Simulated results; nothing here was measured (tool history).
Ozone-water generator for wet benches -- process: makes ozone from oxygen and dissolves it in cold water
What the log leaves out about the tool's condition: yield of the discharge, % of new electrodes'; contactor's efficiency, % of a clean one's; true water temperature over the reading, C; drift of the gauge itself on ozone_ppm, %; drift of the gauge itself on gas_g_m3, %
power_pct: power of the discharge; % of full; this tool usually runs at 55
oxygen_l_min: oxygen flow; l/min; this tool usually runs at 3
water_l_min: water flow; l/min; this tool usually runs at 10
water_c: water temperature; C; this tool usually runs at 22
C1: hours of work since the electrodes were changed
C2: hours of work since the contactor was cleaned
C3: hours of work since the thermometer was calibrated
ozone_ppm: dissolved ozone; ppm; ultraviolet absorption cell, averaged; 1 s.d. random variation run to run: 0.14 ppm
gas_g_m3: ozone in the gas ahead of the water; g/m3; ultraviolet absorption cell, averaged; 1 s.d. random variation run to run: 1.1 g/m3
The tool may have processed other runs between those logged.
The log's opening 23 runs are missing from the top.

run 24 hour=813.9 | power_pct=55 oxygen_l_min=3 water_l_min=16 water_c=22 | C1=2142 C2=135 C3=188 | ozone_ppm=9.8 gas_g_m3=179.7
run 25 hour=840.7 | power_pct=55 oxygen_l_min=3.44 water_l_min=12 water_c=22 | C1=2163 C2=156 C3=208 | ozone_ppm=13 gas_g_m3=168
run 26 hour=868.8 | power_pct=89 oxygen_l_min=1.73 water_l_min=7 water_c=16 | C1=2185 C2=177 C3=230 | ozone_ppm=31.2 gas_g_m3=328.3
run 27 hour=905.5 | power_pct=78 oxygen_l_min=2.99 water_l_min=12 water_c=18 | C1=2213 C2=206 C3=258 | ozone_ppm=17.6 gas_g_m3=226.8
run 28 hour=941.4 | power_pct=79 oxygen_l_min=4.36 water_l_min=7 water_c=14 | C1=2241 C2=234 C3=286 | ozone_ppm=29 gas_g_m3=192.3
run 29 hour=978.7 | power_pct=79 oxygen_l_min=4.36 water_l_min=7 water_c=14 | C1=2269 C2=262 C3=315 | ozone_ppm=29.1 gas_g_m3=191.3
run 30 hour=1006 | power_pct=63 oxygen_l_min=2.61 water_l_min=10 water_c=22 | C1=2291 C2=283 C3=336 | ozone_ppm=16.5 gas_g_m3=210.7
run 31 hour=1039.3 | power_pct=55 oxygen_l_min=3 water_l_min=10 water_c=16 | C1=2316 C2=309 C3=362 | ozone_ppm=16.4 gas_g_m3=177.5
run 32 hour=1076 | power_pct=95 oxygen_l_min=3 water_l_min=10 water_c=22 | C1=2345 C2=337 C3=390 | ozone_ppm=21.9 gas_g_m3=259.5

Below are 5 alternative next runs, each starting from the tool's condition after run 32. Predict each:
run A hour=1107.9 | power_pct=95 oxygen_l_min=2.24 water_l_min=10 water_c=22 | C1=2369 C2=362 C3=415 | ozone_ppm=? gas_g_m3=?
run B hour=1107.9 | power_pct=43 oxygen_l_min=3 water_l_min=7 water_c=17 | C1=2369 C2=362 C3=415 | ozone_ppm=? gas_g_m3=?
run C hour=1107.9 | power_pct=40 oxygen_l_min=3 water_l_min=10 water_c=22 | C1=2369 C2=362 C3=415 | ozone_ppm=? gas_g_m3=?
run D hour=1107.9 | power_pct=89 oxygen_l_min=5.36 water_l_min=11 water_c=22 | C1=2369 C2=362 C3=415 | ozone_ppm=? gas_g_m3=?
run E hour=1107.9 | power_pct=96 oxygen_l_min=3 water_l_min=14 water_c=17 | C1=2369 C2=362 C3=415 | ozone_ppm=? gas_g_m3=?

run=A ozone_ppm=21.8 gas_g_m3=300.2
run=B ozone_ppm=18.4 gas_g_m3=149
run=C ozone_ppm=12.2 gas_g_m3=141.7
run=D ozone_ppm=18.6 gas_g_m3=185.5
run=E ozone_ppm=17.6 gas_g_m3=262.6
Had the tool no hidden state, the same runs would have come out as:
run=A ozone_ppm=23.7 gas_g_m3=323.3
run=B ozone_ppm=19.3 gas_g_m3=155.1
run=C ozone_ppm=12.7 gas_g_m3=146.9
run=D ozone_ppm=20.2 gas_g_m3=199.2
run=E ozone_ppm=19.1 gas_g_m3=283

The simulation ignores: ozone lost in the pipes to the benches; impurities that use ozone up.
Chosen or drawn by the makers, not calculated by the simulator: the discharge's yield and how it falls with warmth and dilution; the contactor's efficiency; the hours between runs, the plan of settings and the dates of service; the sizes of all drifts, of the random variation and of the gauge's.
